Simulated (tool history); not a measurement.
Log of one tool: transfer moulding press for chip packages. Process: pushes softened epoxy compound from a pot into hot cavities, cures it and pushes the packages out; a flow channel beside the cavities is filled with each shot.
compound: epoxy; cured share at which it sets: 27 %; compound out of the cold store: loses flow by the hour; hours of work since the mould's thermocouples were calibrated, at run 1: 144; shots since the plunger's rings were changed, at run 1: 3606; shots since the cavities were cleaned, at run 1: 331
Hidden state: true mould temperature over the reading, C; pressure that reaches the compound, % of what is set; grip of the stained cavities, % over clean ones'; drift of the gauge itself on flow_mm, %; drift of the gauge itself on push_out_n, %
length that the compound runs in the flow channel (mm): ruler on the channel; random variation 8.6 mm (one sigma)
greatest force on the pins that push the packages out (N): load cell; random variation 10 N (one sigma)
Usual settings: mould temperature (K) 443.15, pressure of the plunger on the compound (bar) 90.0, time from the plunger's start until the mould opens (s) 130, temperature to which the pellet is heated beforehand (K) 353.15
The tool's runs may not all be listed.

| run | day | mould temperature (K) | pressure of the plunger on the compound (bar) | time from the plunger's start until the mould opens (s) | temperature to which the pellet is heated beforehand (K) | hours of work since the mould's thermocouples were calibrated | shots since the plunger's rings were changed | shots since the cavities were cleaned | incoming compound's hours out of the cold store | length that the compound runs in the flow channel (mm) | greatest force on the pins that push the packages out (N) |
|---|---|---|---|---|---|---|---|---|---|---|---|
| 1 | 0.000 | 443.15 | 90.0 | 130 | 353.15 | 144 | 3606 | 331 | 25.3 | 918 | 616 |
|  | 0.812 | cavities cleaned with cleaning compound and waxed |
| 2 | 1.317 | 443.15 | 89.6 | 130 | 353.15 | 167 | 3954 | 140 | 39.4 | 872 | 542 |
| 3 | 1.942 | 443.15 | 90.0 | 130 | 353.15 | 179 | 4128 | 314 | 40.8 | 876 | 628 |
| 4 | 2.558 | 443.15 | 90.0 | 154 | 353.15 | 190 | 4299 | 485 | 32.5 | 905 | 641 |
|  | 2.775 | cavities cleaned with cleaning compound and waxed |
| 5 | 3.854 | 443.15 | 90.0 | 130 | 353.15 | 213 | 4641 | 300 | 16.8 | 928 | 593 |
| 6 | 4.538 | 443.15 | 90.0 | 151 | 353.15 | 226 | 4830 | 489 | 29.7 | 898 | 666 |
|  | 4.762 | cavities cleaned with cleaning compound and waxed |
| 7 | 5.454 | 438.15 | 90.0 | 130 | 353.15 | 241 | 5068 | 192 | 10.0 | 986 | 683 |
|  | 6.738 | cavities cleaned with cleaning compound and waxed |
| 8 | 6.871 | 443.15 | 90.0 | 130 | 353.15 | 267 | 5444 | 37 | 40.3 | 853 | 490 |
| 9 | 7.950 | 443.15 | 90.0 | 130 | 348.15 | 286 | 5743 | 336 | 17.4 | 914 | 636 |
|  | 8.696 | cavities cleaned with cleaning compound and waxed |
| 10 | 8.862 | 443.15 | 90.0 | 130 | 348.15 | 302 | 5979 | 47 | 37.3 | 847 | 499 |
| 11 | 10.342 | 443.15 | 90.0 | 130 | 353.15 | 329 | 6390 | 458 | 28.9 | 865 | 661 |
|  | 10.775 | mould's thermocouples calibrated |
|  | 10.838 | cavities cleaned with cleaning compound and waxed |
| 12 | 11.704 | 441.15 | 90.0 | 130 | 353.15 | 16 | 6727 | 241 | 25.0 | 903 | 615 |
|  | 12.200 | plunger's sealing rings changed |
| 13 | 12.521 | 441.15 | 90.0 | 130 | 356.15 | 29 | 89 | 439 | 30.1 | 952 | 708 |
|  | 12.904 | cavities cleaned with cleaning compound and waxed |
| 14 | 13.562 | 441.15 | 90.0 | 130 | 356.15 | 47 | 361 | 183 | 41.5 | 928 | 595 |
|  | 14.921 | cavities cleaned with cleaning compound and waxed |
| 15 | 14.921 | 441.15 | 91.1 | 130 | 356.15 | 71 | 720 | 0 | 25.9 | 980 | 506 |
| 16 | 15.550 | 440.15 | 91.1 | 130 | 356.15 | 83 | 895 | 175 | 44.1 | 933 | 634 |
| 17 | 16.375 | 444.15 | 68.9 | 130 | 351.15 | 98 | 1124 | 404 | 35.3 | 809 | 660 |
|  | 16.879 | cavities cleaned with cleaning compound and waxed |
| 18 | 17.583 | 444.15 | 68.9 | 130 | 351.15 | 119 | 1443 | 197 | 45.3 | 778 | 586 |
|  | 18.862 | cavities cleaned with cleaning compound and waxed |
| 19 | 18.929 | 441.15 | 90.0 | 130 | 357.15 | 143 | 1798 | 18 | 20.2 | 973 | 503 |
| 20 | 19.629 | 443.15 | 73.3 | 122 | 353.15 | 156 | 1992 | 212 | 29.5 | 836 | 612 |

Forecast run 21:
| 21 | 20.346 | 440.15 | 73.3 | 156 | 358.15 | 169 | 2192 | 412 | 39.2 | ? | ? |

{"run 21": {"length that the compound runs in the flow channel (mm)": 824, "greatest force on the pins that push the packages out (N)": 619}}
Without the tool's hidden state the same run would have given length that the compound runs in the flow channel (mm) 853, greatest force on the pins that push the packages out (N) 454.
